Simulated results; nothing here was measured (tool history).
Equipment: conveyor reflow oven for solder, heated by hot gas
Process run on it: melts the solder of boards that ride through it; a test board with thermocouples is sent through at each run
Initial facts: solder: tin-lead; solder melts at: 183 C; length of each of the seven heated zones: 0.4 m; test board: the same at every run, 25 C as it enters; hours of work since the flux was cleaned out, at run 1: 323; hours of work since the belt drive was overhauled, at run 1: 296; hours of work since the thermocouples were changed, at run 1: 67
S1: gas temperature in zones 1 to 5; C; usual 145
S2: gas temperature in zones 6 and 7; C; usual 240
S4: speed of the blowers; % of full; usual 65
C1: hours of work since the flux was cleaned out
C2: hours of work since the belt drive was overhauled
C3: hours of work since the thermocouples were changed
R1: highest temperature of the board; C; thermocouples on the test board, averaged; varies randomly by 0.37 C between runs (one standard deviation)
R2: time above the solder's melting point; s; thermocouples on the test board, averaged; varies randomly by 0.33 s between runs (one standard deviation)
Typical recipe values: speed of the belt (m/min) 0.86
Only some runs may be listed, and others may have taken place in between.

{"run": 1, "hour": 0.0, "S1": 145, "S2": 240, "speed of the belt (m/min)": 0.86, "S4": 65, "C1": 323, "C2": 296, "C3": 67, "R1": 217.3, "R2": 43.2}
{"run": 2, "hour": 14.7, "S1": 145, "S2": 240, "speed of the belt (m/min)": 0.86, "S4": 65, "C1": 331, "C2": 304, "C3": 74, "R1": 216.3, "R2": 42.6}
{"run": 3, "hour": 23.8, "S1": 145, "S2": 240, "speed of the belt (m/min)": 0.86, "S4": 65, "C1": 336, "C2": 309, "C3": 79, "R1": 217.7, "R2": 43.4}
{"run": 4, "hour": 40.1, "S1": 145, "S2": 240, "speed of the belt (m/min)": 0.86, "S4": 65, "C1": 344, "C2": 317, "C3": 88, "R1": 216.3, "R2": 42.6}
{"run": 5, "hour": 48.9, "S1": 145, "S2": 240, "speed of the belt (m/min)": 0.939, "S4": 65, "C1": 349, "C2": 322, "C3": 92, "R1": 213.7, "R2": 37.2}
{"run": 6, "hour": 58.9, "S1": 145, "S2": 240, "speed of the belt (m/min)": 0.939, "S4": 65, "C1": 354, "C2": 327, "C3": 98, "R1": 213, "R2": 36.7}
{"run": 7, "hour": 76.4, "S1": 145, "S2": 240, "speed of the belt (m/min)": 0.939, "S4": 65, "C1": 363, "C2": 336, "C3": 107, "R1": 213.5, "R2": 37}
{"run": 8, "hour": 91.0, "S1": 145, "S2": 244, "speed of the belt (m/min)": 0.86, "S4": 65, "C1": 371, "C2": 344, "C3": 115, "R1": 219.5, "R2": 44.8}
{"run": 9, "hour": 105.6, "S1": 145, "S2": 244, "speed of the belt (m/min)": 0.86, "S4": 65, "C1": 379, "C2": 352, "C3": 122, "R1": 219.4, "R2": 44.8}
{"run": 10, "hour": 120.9, "S1": 145, "S2": 228, "speed of the belt (m/min)": 0.86, "S4": 65, "C1": 387, "C2": 360, "C3": 131, "R1": 207.1, "R2": 36.1}
{"run": 11, "hour": 135.3, "S1": 139, "S2": 240, "speed of the belt (m/min)": 0.86, "S4": 65, "C1": 394, "C2": 368, "C3": 138, "R1": 216, "R2": 40.1}
{"run": 12, "hour": 148.4, "S1": 139, "S2": 239, "speed of the belt (m/min)": 0.86, "S4": 65, "C1": 401, "C2": 374, "C3": 145, "R1": 214.3, "R2": 39.5}
{"run": 13, "hour": 158.4, "S1": 139, "S2": 239, "speed of the belt (m/min)": 0.86, "S4": 65, "C1": 407, "C2": 380, "C3": 150, "R1": 214.2, "R2": 39.7}
{"run": 14, "hour": 166.6, "S1": 139, "S2": 239, "speed of the belt (m/min)": 0.86, "S4": 65, "C1": 411, "C2": 384, "C3": 155, "R1": 214.6, "R2": 39.6}
{"run": 15, "hour": 182.6, "S1": 139, "S2": 239, "speed of the belt (m/min)": 0.86, "S4": 65, "C1": 419, "C2": 393, "C3": 163, "R1": 213.5, "R2": 39.9}
{"run": 16, "hour": 198.1, "S1": 133, "S2": 235, "speed of the belt (m/min)": 0.952, "S4": 60, "C1": 428, "C2": 401, "C3": 171, "R1": 203.8, "R2": 25.7}
{"run": 17, "hour": 206.4, "S1": 133, "S2": 235, "speed of the belt (m/min)": 0.952, "S4": 60, "C1": 432, "C2": 405, "C3": 176, "R1": 204.6, "R2": 26.3}
{"run": 18, "hour": 221.8, "S1": 149, "S2": 246, "speed of the belt (m/min)": 0.759, "S4": 58, "C1": 440, "C2": 413, "C3": 184, "R1": 225.4, "R2": 54.8}
{"run": 19, "hour": 237.0, "S1": 149, "S2": 246, "speed of the belt (m/min)": 0.759, "S4": 58, "C1": 448, "C2": 421, "C3": 192, "R1": 225.6, "R2": 55.7}
{"run": 20, "hour": 253.2, "S1": 145, "S2": 240, "speed of the belt (m/min)": 0.753, "S4": 52, "C1": 457, "C2": 430, "C3": 200, "R1": 218.3, "R2": 49.6}
{"hour": 273.2, "done": "flux residue cleaned out of gas plates and filters"}
{"run": 21, "hour": 273.8, "S1": 149, "S2": 243, "speed of the belt (m/min)": 0.748, "S4": 56, "C1": 0, "C2": 438, "C3": 209, "R1": 225.7, "R2": 56.3}
{"run": 22, "hour": 288.0, "S1": 145, "S2": 235, "speed of the belt (m/min)": 0.849, "S4": 65, "C1": 8, "C2": 446, "C3": 216, "R1": 216.2, "R2": 43}
{"run": 23, "hour": 296.9, "S1": 145, "S2": 235, "speed of the belt (m/min)": 0.849, "S4": 65, "C1": 13, "C2": 450, "C3": 221, "R1": 216.9, "R2": 43.6}
{"run": 24, "hour": 311.1, "S1": 133, "S2": 240, "speed of the belt (m/min)": 0.86, "S4": 56, "C1": 20, "C2": 458, "C3": 228, "R1": 214.2, "R2": 38}
{"run": 25, "hour": 326.7, "S1": 132, "S2": 248, "speed of the belt (m/min)": 0.86, "S4": 80, "C1": 28, "C2": 466, "C3": 237, "R1": 227.7, "R2": 45}
{"run": 26, "hour": 334.0, "S1": 153, "S2": 245, "speed of the belt (m/min)": 0.86, "S4": 80, "C1": 32, "C2": 470, "C3": 241, "R1": 228.8, "R2": 51.8}
{"run": 27, "hour": 343.6, "S1": 145, "S2": 229, "speed of the belt (m/min)": 0.944, "S4": 65, "C1": 37, "C2": 475, "C3": 246, "R1": 208, "R2": 33.6}
{"run": 28, "hour": 356.6, "S1": 137, "S2": 244, "speed of the belt (m/min)": 1.003, "S4": 64, "C1": 44, "C2": 482, "C3": 252, "R1": 214.4, "R2": 32.9}
{"run": 29, "hour": 365.8, "S1": 137, "S2": 244, "speed of the belt (m/min)": 1.003, "S4": 64, "C1": 49, "C2": 487, "C3": 257, "R1": 214.3, "R2": 33.6}
{"run": 30, "hour": 381.2, "S1": 145, "S2": 252, "speed of the belt (m/min)": 0.86, "S4": 65, "C1": 57, "C2": 495, "C3": 265, "R1": 229.8, "R2": 50}

Describe how what the log doesn't record of the tool's condition differs between the last listed run preceding each entry between runs and the first listed run following it.
Logged between run 20 and run 21: flux residue cleaned out of gas plates and filters (hour 273.2)
  heat that the gas passes to the board, % of a clean oven's: 88.6 -> 99.9; belt's true speed, % of the reading: 98.78 -> 98.75; true gas temperature in zones 6 and 7 over the reading, C: 0.24 -> 0.25
  what was measured, less what the result would be without the hidden state, R1: -2.3 -> +0.6 C; R2: -1.2 -> +1 s
